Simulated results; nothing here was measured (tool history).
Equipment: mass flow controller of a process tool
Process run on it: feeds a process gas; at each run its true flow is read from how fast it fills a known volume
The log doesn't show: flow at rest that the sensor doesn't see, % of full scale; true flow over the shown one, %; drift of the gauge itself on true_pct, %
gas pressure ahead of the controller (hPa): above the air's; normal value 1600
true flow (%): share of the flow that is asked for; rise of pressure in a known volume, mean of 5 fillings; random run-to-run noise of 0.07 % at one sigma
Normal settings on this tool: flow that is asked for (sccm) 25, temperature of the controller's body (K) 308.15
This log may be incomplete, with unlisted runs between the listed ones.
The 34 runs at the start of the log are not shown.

run,hour,flow that is asked for (sccm),gas pressure ahead of the controller (hPa),temperature of the controller's body (K),hours of work since the controller was set to zero,hours of work since the controller was changed,true flow (%)
35,6363.5,21,1670,300.15,160,7087,97.67
36,6531.9,11,2380,300.15,234,7161,97.58
37,6744.6,25,1600,297.15,327,7254,98.01
38,6882.1,25,1600,297.15,387,7315,98.00
39,7081.6,21,1990,297.15,475,7402,97.91
40,7238.4,21,1990,303.15,543,7471,97.79
41,7495.9,19,2260,299.15,656,7584,97.89
42,7736.6,43,1600,313.15,762,7689,97.93

Consider 4 possible next runs. They are alternatives, not a sequence: every one starts from the tool as it was left by run 42. What does each give?
A,7884.7,25,1600,313.15,827,7754,?
B,7884.7,25,2260,308.15,827,7754,?
C,7884.7,43,1920,313.15,827,7754,?
D,7884.7,14,1600,295.15,827,7754,?

run,true flow (%)
A,97.48
B,97.74
C,98.20
D,98.02
Stripped of hidden state, with their random variation kept, the same runs would have yielded:
run,true flow (%)
A,98.27
B,98.53
C,99.12
D,98.56
